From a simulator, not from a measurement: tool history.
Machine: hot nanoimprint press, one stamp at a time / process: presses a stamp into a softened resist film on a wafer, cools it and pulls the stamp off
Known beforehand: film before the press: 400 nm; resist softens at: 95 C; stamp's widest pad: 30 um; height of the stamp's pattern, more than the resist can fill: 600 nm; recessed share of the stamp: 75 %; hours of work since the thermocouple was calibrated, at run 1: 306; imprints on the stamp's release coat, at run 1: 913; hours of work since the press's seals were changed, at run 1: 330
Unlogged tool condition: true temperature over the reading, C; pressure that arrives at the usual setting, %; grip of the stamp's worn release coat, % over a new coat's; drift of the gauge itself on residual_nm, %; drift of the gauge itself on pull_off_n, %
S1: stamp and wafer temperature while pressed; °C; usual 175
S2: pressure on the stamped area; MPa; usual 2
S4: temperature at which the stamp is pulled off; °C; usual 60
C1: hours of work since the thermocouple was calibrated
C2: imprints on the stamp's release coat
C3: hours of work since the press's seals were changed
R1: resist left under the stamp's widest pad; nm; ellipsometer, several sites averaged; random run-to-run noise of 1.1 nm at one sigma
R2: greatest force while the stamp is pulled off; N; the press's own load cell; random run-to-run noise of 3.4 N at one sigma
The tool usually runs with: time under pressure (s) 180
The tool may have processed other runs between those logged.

{"run": 1, "hour": 0.0, "S1": 175, "S2": 2, "time under pressure (s)": 180, "S4": 60, "C1": 306, "C2": 913, "C3": 330, "R1": 158.3, "R2": 165}
{"run": 2, "hour": 7.7, "S1": 175, "S2": 2, "time under pressure (s)": 180, "S4": 60, "C1": 309, "C2": 934, "C3": 334, "R1": 157.5, "R2": 157}
{"run": 3, "hour": 20.1, "S1": 175, "S2": 2, "time under pressure (s)": 180, "S4": 60, "C1": 315, "C2": 968, "C3": 339, "R1": 157.6, "R2": 162}
{"run": 4, "hour": 27.9, "S1": 175, "S2": 2, "time under pressure (s)": 289, "S4": 60, "C1": 318, "C2": 989, "C3": 342, "R1": 131, "R2": 158}
{"run": 5, "hour": 36.8, "S1": 175, "S2": 2, "time under pressure (s)": 289, "S4": 47, "C1": 322, "C2": 1013, "C3": 346, "R1": 131, "R2": 190}
{"run": 6, "hour": 45.5, "S1": 175, "S2": 2, "time under pressure (s)": 180, "S4": 60, "C1": 326, "C2": 1037, "C3": 350, "R1": 156, "R2": 163}
{"run": 7, "hour": 55.8, "S1": 175, "S2": 2, "time under pressure (s)": 180, "S4": 60, "C1": 330, "C2": 1065, "C3": 355, "R1": 155, "R2": 167}
{"run": 8, "hour": 74.9, "S1": 175, "S2": 2, "time under pressure (s)": 180, "S4": 56, "C1": 339, "C2": 1117, "C3": 363, "R1": 157.5, "R2": 172}
{"run": 9, "hour": 90.1, "S1": 175, "S2": 2, "time under pressure (s)": 180, "S4": 56, "C1": 345, "C2": 1158, "C3": 370, "R1": 156.1, "R2": 176}
{"run": 10, "hour": 99.2, "S1": 175, "S2": 2.3, "time under pressure (s)": 180, "S4": 60, "C1": 349, "C2": 1183, "C3": 374, "R1": 145.9, "R2": 164}
{"run": 11, "hour": 107.6, "S1": 169, "S2": 2.3, "time under pressure (s)": 180, "S4": 60, "C1": 353, "C2": 1206, "C3": 378, "R1": 185.4, "R2": 163}
{"run": 12, "hour": 123.0, "S1": 169, "S2": 2.3, "time under pressure (s)": 180, "S4": 60, "C1": 360, "C2": 1248, "C3": 384, "R1": 184.5, "R2": 162}
{"run": 13, "hour": 141.3, "S1": 169, "S2": 2.3, "time under pressure (s)": 180, "S4": 60, "C1": 368, "C2": 1297, "C3": 392, "R1": 185.6, "R2": 165}
{"run": 14, "hour": 160.4, "S1": 169, "S2": 2.3, "time under pressure (s)": 180, "S4": 60, "C1": 376, "C2": 1349, "C3": 401, "R1": 185.5, "R2": 162}
{"run": 15, "hour": 172.1, "S1": 169, "S2": 2.3, "time under pressure (s)": 180, "S4": 60, "C1": 381, "C2": 1381, "C3": 406, "R1": 185.4, "R2": 161}
{"run": 16, "hour": 187.3, "S1": 179, "S2": 2, "time under pressure (s)": 180, "S4": 48, "C1": 388, "C2": 1423, "C3": 413, "R1": 136.4, "R2": 188}
{"run": 17, "hour": 204.2, "S1": 179, "S2": 1.46, "time under pressure (s)": 193, "S4": 54, "C1": 396, "C2": 1469, "C3": 420, "R1": 153.3, "R2": 175}
{"run": 18, "hour": 218.2, "S1": 179, "S2": 1.46, "time under pressure (s)": 193, "S4": 54, "C1": 402, "C2": 1507, "C3": 426, "R1": 154.5, "R2": 173}
{"run": 19, "hour": 230.5, "S1": 175, "S2": 2.11, "time under pressure (s)": 180, "S4": 58, "C1": 407, "C2": 1540, "C3": 432, "R1": 152.5, "R2": 168}
{"run": 20, "hour": 248.8, "S1": 175, "S2": 2.94, "time under pressure (s)": 359, "S4": 60, "C1": 415, "C2": 1590, "C3": 440, "R1": 97.3, "R2": 163}
{"run": 21, "hour": 259.3, "S1": 184, "S2": 1.68, "time under pressure (s)": 301, "S4": 66, "C1": 420, "C2": 1619, "C3": 444, "R1": 99, "R2": 152}
{"run": 22, "hour": 270.5, "S1": 173, "S2": 1.33, "time under pressure (s)": 170, "S4": 46, "C1": 425, "C2": 1649, "C3": 449, "R1": 208.6, "R2": 192}

Consider 4 possible next runs. They are alternatives, not a sequence: every one starts from the tool as it was left by run 22. What does each give?
{"run": "A", "hour": 286.6, "S1": 175, "S2": 2.01, "time under pressure (s)": 180, "S4": 60, "C1": 432, "C2": 1693, "C3": 456, "R1": "?", "R2": "?"}
{"run": "B", "hour": 286.6, "S1": 175, "S2": 1.76, "time under pressure (s)": 180, "S4": 60, "C1": 432, "C2": 1693, "C3": 456, "R1": "?", "R2": "?"}
{"run": "C", "hour": 286.6, "S1": 173, "S2": 2, "time under pressure (s)": 160, "S4": 52, "C1": 432, "C2": 1693, "C3": 456, "R1": "?", "R2": "?"}
{"run": "D", "hour": 286.6, "S1": 175, "S2": 2.88, "time under pressure (s)": 180, "S4": 51, "C1": 432, "C2": 1693, "C3": 456, "R1": "?", "R2": "?"}

run=A R1=157.9 R2=162
run=B R1=165.5 R2=163
run=C R1=176.9 R2=178
run=D R1=131.5 R2=176
The same runs, with their run-to-run variation unchanged, on a tool lacking any hidden condition would have given:
run=A R1=158.2 R2=159
run=B R1=165.8 R2=161
run=C R1=177.2 R2=175
run=D R1=131.7 R2=173

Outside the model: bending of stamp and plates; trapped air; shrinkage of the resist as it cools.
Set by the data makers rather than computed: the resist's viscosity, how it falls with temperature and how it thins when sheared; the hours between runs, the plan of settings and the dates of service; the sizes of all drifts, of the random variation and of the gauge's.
